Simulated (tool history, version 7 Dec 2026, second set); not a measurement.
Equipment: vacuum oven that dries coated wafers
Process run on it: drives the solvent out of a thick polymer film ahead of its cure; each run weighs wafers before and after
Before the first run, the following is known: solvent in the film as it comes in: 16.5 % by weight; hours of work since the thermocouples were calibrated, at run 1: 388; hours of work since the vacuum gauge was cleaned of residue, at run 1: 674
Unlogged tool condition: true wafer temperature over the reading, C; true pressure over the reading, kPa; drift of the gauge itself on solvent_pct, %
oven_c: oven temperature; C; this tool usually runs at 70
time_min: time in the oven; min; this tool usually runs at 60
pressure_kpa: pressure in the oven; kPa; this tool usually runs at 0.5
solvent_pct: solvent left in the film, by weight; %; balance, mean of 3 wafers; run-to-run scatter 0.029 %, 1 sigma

| run | hour | oven_c | time_min | pressure_kpa | hours of work since the thermocouples were calibrated | hours of work since the vacuum gauge was cleaned of residue | solvent_pct |
|---|---|---|---|---|---|---|---|
| 1 | 0 | 70 | 60 | 0.5 | 388 | 674 | 2.29 |
| 2 | 22.5 | 70 | 60 | 0.5 | 405 | 691 | 2.33 |
| 3 | 41.3 | 70 | 60 | 0.5 | 418 | 704 | 2.29 |
| 4 | 57.9 | 70 | 60 | 0.314 | 430 | 716 | 2.24 |
| 5 | 80.5 | 70 | 60 | 0.314 | 447 | 732 | 2.26 |
| 6 | 91.1 | 70 | 60 | 0.5 | 454 | 740 | 2.31 |
| 7 | 105.8 | 70 | 60 | 0.5 | 465 | 751 | 2.27 |
| 8 | 125.6 | 70 | 60 | 0.281 | 479 | 765 | 2.24 |
| 9 | 136.8 | 70 | 60 | 0.5 | 487 | 773 | 2.31 |
| 10 | 150.6 | 70 | 60 | 0.5 | 497 | 783 | 2.3 |
| 11 | 167.8 | 70 | 60 | 0.5 | 510 | 796 | 2.33 |
| 12 | 188.9 | 80 | 88 | 0.63 | 525 | 811 | 0.28 |
| 13 | 208.1 | 80 | 88 | 0.63 | 539 | 825 | 0.26 |
| 14 | 226.1 | 80 | 41 | 0.314 | 552 | 838 | 1.64 |
| 15 | 241.4 | 77 | 100 | 0.362 | 563 | 849 | 0.2 |
| 16 | 262.8 | 57 | 60 | 1.154 | 578 | 864 | 6.1 |
| 17 | 283.5 | 70 | 33 | 0.5 | 593 | 879 | 5.05 |
| 18 | 295.8 | 65 | 43 | 1.879 | 602 | 888 | 5.52 |
| 19 | 307 | 65 | 43 | 1.879 | 610 | 896 | 5.51 |
| 20 | 324.9 | 70 | 108 | 0.5 | 623 | 909 | 0.72 |
| 21 | 335.6 | 70 | 108 | 0.5 | 631 | 917 | 0.61 |

4 ways to go on from here, each from the tool as it stands after run 21. What would each give?
| A | 348.2 | 81 | 60 | 0.255 | 640 | 926 | ? |
| B | 348.2 | 70 | 108 | 0.852 | 640 | 926 | ? |
| C | 348.2 | 67 | 108 | 0.5 | 640 | 926 | ? |
| D | 348.2 | 70 | 108 | 0.507 | 640 | 926 | ? |

| run | solvent_pct |
|---|---|
| A | 0.53 |
| B | 0.77 |
| C | 1.04 |
| D | 0.65 |
With no hidden state in the tool, these same runs would have given:
| run | solvent_pct |
|---|---|
| A | 0.53 |
| B | 0.76 |
| C | 1.04 |
| D | 0.65 |
